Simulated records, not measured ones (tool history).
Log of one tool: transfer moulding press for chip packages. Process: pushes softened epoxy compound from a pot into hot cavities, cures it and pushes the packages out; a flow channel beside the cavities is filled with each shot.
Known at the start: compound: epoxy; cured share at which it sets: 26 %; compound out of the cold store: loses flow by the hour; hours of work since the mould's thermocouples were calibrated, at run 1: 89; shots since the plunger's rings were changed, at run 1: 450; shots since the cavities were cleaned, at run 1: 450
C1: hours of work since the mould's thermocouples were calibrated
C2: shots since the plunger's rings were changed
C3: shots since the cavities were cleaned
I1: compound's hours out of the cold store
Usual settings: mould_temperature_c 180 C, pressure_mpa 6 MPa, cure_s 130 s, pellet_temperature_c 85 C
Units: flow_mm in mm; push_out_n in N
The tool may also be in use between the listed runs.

{"run": 1, "hour": 0.0, "mould_temperature_c": 180, "pressure_mpa": 6, "cure_s": 130, "pellet_temperature_c": 85, "C1": 89, "C2": 450, "C3": 450, "I1": 10.5, "flow_mm": 657, "push_out_n": 783}
{"run": 2, "hour": 8.7, "mould_temperature_c": 180, "pressure_mpa": 6, "cure_s": 130, "pellet_temperature_c": 85, "C1": 93, "C2": 519, "C3": 519, "I1": 22.9, "flow_mm": 587, "push_out_n": 772}
{"run": 3, "hour": 20.8, "mould_temperature_c": 180, "pressure_mpa": 6, "cure_s": 130, "pellet_temperature_c": 85, "C1": 100, "C2": 617, "C3": 617, "I1": 41.7, "flow_mm": 515, "push_out_n": 814}
{"run": 4, "hour": 27.2, "mould_temperature_c": 180, "pressure_mpa": 6, "cure_s": 125, "pellet_temperature_c": 85, "C1": 104, "C2": 668, "C3": 668, "I1": 31.1, "flow_mm": 557, "push_out_n": 838}
{"run": 5, "hour": 32.3, "mould_temperature_c": 180, "pressure_mpa": 6, "cure_s": 125, "pellet_temperature_c": 85, "C1": 107, "C2": 709, "C3": 709, "I1": 35.9, "flow_mm": 530, "push_out_n": 858}
{"run": 6, "hour": 38.7, "mould_temperature_c": 180, "pressure_mpa": 6, "cure_s": 125, "pellet_temperature_c": 85, "C1": 110, "C2": 761, "C3": 761, "I1": 27.2, "flow_mm": 562, "push_out_n": 892}
{"run": 7, "hour": 49.2, "mould_temperature_c": 180, "pressure_mpa": 6, "cure_s": 125, "pellet_temperature_c": 85, "C1": 116, "C2": 845, "C3": 845, "I1": 19.7, "flow_mm": 598, "push_out_n": 935}
{"run": 8, "hour": 59.2, "mould_temperature_c": 180, "pressure_mpa": 6, "cure_s": 130, "pellet_temperature_c": 87, "C1": 122, "C2": 925, "C3": 925, "I1": 17.3, "flow_mm": 613, "push_out_n": 912}
{"run": 9, "hour": 65.9, "mould_temperature_c": 180, "pressure_mpa": 6, "cure_s": 134, "pellet_temperature_c": 87, "C1": 126, "C2": 979, "C3": 979, "I1": 38.3, "flow_mm": 523, "push_out_n": 858}
{"hour": 68.2, "done": "cavities cleaned with cleaning compound and waxed"}
{"run": 10, "hour": 74.8, "mould_temperature_c": 180, "pressure_mpa": 6, "cure_s": 130, "pellet_temperature_c": 79, "C1": 130, "C2": 1039, "C3": 54, "I1": 26.6, "flow_mm": 573, "push_out_n": 561}
{"run": 11, "hour": 83.7, "mould_temperature_c": 180, "pressure_mpa": 6, "cure_s": 130, "pellet_temperature_c": 79, "C1": 135, "C2": 1110, "C3": 125, "I1": 41.6, "flow_mm": 507, "push_out_n": 599}
{"run": 12, "hour": 91.1, "mould_temperature_c": 180, "pressure_mpa": 6, "cure_s": 119, "pellet_temperature_c": 85, "C1": 139, "C2": 1169, "C3": 184, "I1": 33.8, "flow_mm": 537, "push_out_n": 694}
{"run": 13, "hour": 99.2, "mould_temperature_c": 180, "pressure_mpa": 6, "cure_s": 119, "pellet_temperature_c": 79, "C1": 144, "C2": 1234, "C3": 249, "I1": 34.9, "flow_mm": 537, "push_out_n": 697}
{"run": 14, "hour": 111.0, "mould_temperature_c": 180, "pressure_mpa": 6, "cure_s": 119, "pellet_temperature_c": 79, "C1": 150, "C2": 1329, "C3": 344, "I1": 13.6, "flow_mm": 626, "push_out_n": 815}
{"run": 15, "hour": 116.6, "mould_temperature_c": 180, "pressure_mpa": 7.13, "cure_s": 130, "pellet_temperature_c": 85, "C1": 154, "C2": 1374, "C3": 389, "I1": 35.8, "flow_mm": 575, "push_out_n": 713}
{"run": 16, "hour": 122.0, "mould_temperature_c": 181, "pressure_mpa": 4.59, "cure_s": 121, "pellet_temperature_c": 83, "C1": 157, "C2": 1418, "C3": 433, "I1": 10.8, "flow_mm": 557, "push_out_n": 789}
{"run": 17, "hour": 132.7, "mould_temperature_c": 181, "pressure_mpa": 4.59, "cure_s": 121, "pellet_temperature_c": 83, "C1": 163, "C2": 1504, "C3": 519, "I1": 11.6, "flow_mm": 548, "push_out_n": 835}

Run 18 comes next. What will it give?
{"hour": 135.7, "done": "mould's thermocouples calibrated"}
{"run": 18, "hour": 143.5, "mould_temperature_c": 173, "pressure_mpa": 6, "cure_s": 161, "pellet_temperature_c": 85, "C1": 4, "C2": 1574, "C3": 589, "I1": 46.7, "flow_mm": "?", "push_out_n": "?"}

flow_mm: 502 mm
push_out_n: 812 N
Without the tool's hidden state the same run would have given flow_mm 518 mm, push_out_n 524 N.

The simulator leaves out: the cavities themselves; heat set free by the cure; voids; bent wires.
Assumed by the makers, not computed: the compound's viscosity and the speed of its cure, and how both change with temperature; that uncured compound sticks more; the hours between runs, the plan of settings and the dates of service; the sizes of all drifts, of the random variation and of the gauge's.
